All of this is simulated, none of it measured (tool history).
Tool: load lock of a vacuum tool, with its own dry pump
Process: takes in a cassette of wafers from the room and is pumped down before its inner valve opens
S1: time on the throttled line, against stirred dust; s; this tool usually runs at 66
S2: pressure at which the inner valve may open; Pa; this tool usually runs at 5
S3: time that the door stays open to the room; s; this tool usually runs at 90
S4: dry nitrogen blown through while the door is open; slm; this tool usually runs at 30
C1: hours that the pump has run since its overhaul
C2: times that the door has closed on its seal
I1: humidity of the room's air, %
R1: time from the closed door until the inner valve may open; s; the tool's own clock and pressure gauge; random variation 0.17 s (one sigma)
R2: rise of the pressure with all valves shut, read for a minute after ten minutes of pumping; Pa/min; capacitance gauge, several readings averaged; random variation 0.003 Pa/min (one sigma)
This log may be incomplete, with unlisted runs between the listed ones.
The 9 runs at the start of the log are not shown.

{"run": 10, "hour": 1070.8, "S1": 105, "S2": 5, "S3": 90, "S4": 30, "C1": 5036, "C2": 23672, "I1": 46, "R1": 130.5, "R2": 0.16}
{"run": 11, "hour": 1250.6, "S1": 105, "S2": 5, "S3": 90, "S4": 30, "C1": 5216, "C2": 24203, "I1": 46.9, "R1": 130.7, "R2": 0.164}
{"run": 12, "hour": 1340.9, "S1": 66, "S2": 5, "S3": 90, "S4": 30, "C1": 5306, "C2": 24469, "I1": 45.3, "R1": 95.6, "R2": 0.163}
{"run": 13, "hour": 1452.3, "S1": 66, "S2": 5, "S3": 90, "S4": 30, "C1": 5418, "C2": 24798, "I1": 44.2, "R1": 95.9, "R2": 0.167}
{"run": 14, "hour": 1568.7, "S1": 66, "S2": 5, "S3": 90, "S4": 30, "C1": 5534, "C2": 25141, "I1": 45, "R1": 95.9, "R2": 0.164}
{"run": 15, "hour": 1694.9, "S1": 66, "S2": 5, "S3": 90, "S4": 30, "C1": 5660, "C2": 25513, "I1": 45.2, "R1": 95.9, "R2": 0.167}
{"run": 16, "hour": 1803.8, "S1": 66, "S2": 5, "S3": 90, "S4": 18, "C1": 5769, "C2": 25834, "I1": 45.6, "R1": 96.1, "R2": 0.188}
{"run": 17, "hour": 1979.7, "S1": 66, "S2": 5, "S3": 90, "S4": 30, "C1": 5945, "C2": 26353, "I1": 46.1, "R1": 96, "R2": 0.178}
{"run": 18, "hour": 2116.8, "S1": 66, "S2": 5, "S3": 90, "S4": 30, "C1": 6082, "C2": 26757, "I1": 45.8, "R1": 95.8, "R2": 0.175}
{"run": 19, "hour": 2301.5, "S1": 66, "S2": 5, "S3": 91, "S4": 30, "C1": 6267, "C2": 27302, "I1": 43.5, "R1": 95.9, "R2": 0.18}
{"run": 20, "hour": 2433.0, "S1": 66, "S2": 5, "S3": 51, "S4": 7, "C1": 6398, "C2": 27690, "I1": 47.7, "R1": 96.1, "R2": 0.201}
{"run": 21, "hour": 2560.9, "S1": 66, "S2": 5, "S3": 51, "S4": 7, "C1": 6526, "C2": 28067, "I1": 47.2, "R1": 96.1, "R2": 0.193}
{"run": 22, "hour": 2664.7, "S1": 66, "S2": 5, "S3": 51, "S4": 7, "C1": 6630, "C2": 28373, "I1": 43.3, "R1": 96.3, "R2": 0.198}
{"run": 23, "hour": 2763.9, "S1": 66, "S2": 5, "S3": 51, "S4": 7, "C1": 6729, "C2": 28665, "I1": 46.2, "R1": 96.3, "R2": 0.195}
{"run": 24, "hour": 2858.6, "S1": 66, "S2": 4, "S3": 60, "S4": 30, "C1": 6824, "C2": 28945, "I1": 43.6, "R1": 97.1, "R2": 0.195}
{"run": 25, "hour": 3020.8, "S1": 66, "S2": 5, "S3": 60, "S4": 5, "C1": 6986, "C2": 29423, "I1": 42, "R1": 96.4, "R2": 0.218}
{"run": 26, "hour": 3202.0, "S1": 46, "S2": 5, "S3": 29, "S4": 4, "C1": 7167, "C2": 29957, "I1": 43.3, "R1": 78.6, "R2": 0.195}
{"run": 27, "hour": 3302.2, "S1": 46, "S2": 9, "S3": 75, "S4": 4, "C1": 7267, "C2": 30253, "I1": 48.2, "R1": 76.3, "R2": 0.244}
{"run": 28, "hour": 3475.5, "S1": 46, "S2": 9, "S3": 119, "S4": 23, "C1": 7441, "C2": 30764, "I1": 49, "R1": 76.2, "R2": 0.242}
{"run": 29, "hour": 3647.2, "S1": 57, "S2": 4, "S3": 90, "S4": 37, "C1": 7612, "C2": 31270, "I1": 47, "R1": 89, "R2": 0.221}
{"run": 30, "hour": 3736.7, "S1": 118, "S2": 5, "S3": 90, "S4": 18, "C1": 7702, "C2": 31535, "I1": 45.6, "R1": 142.8, "R2": 0.241}
{"run": 31, "hour": 3879.1, "S1": 64, "S2": 5, "S3": 90, "S4": 8, "C1": 7844, "C2": 31954, "I1": 44.8, "R1": 95, "R2": 0.251}
{"run": 32, "hour": 4064.0, "S1": 64, "S2": 6, "S3": 92, "S4": 8, "C1": 8029, "C2": 32500, "I1": 45.5, "R1": 93.9, "R2": 0.264}
{"run": 33, "hour": 4144.8, "S1": 64, "S2": 9, "S3": 92, "S4": 5, "C1": 8110, "C2": 32738, "I1": 45.2, "R1": 92.5, "R2": 0.272}
{"run": 34, "hour": 4304.6, "S1": 113, "S2": 9, "S3": 92, "S4": 5, "C1": 8270, "C2": 33209, "I1": 44.1, "R1": 136.3, "R2": 0.269}

Predict the results of run 35:
{"run": 35, "hour": 4476.2, "S1": 64, "S2": 4, "S3": 30, "S4": 11, "C1": 8441, "C2": 33715, "I1": 42.8, "R1": "?", "R2": "?"}

{"run 35": {"R1": 95.7, "R2": 0.238}}
Had the tool carried no hidden state, the very same run would have given R1 93.1 s, R2 0.037 Pa/min.

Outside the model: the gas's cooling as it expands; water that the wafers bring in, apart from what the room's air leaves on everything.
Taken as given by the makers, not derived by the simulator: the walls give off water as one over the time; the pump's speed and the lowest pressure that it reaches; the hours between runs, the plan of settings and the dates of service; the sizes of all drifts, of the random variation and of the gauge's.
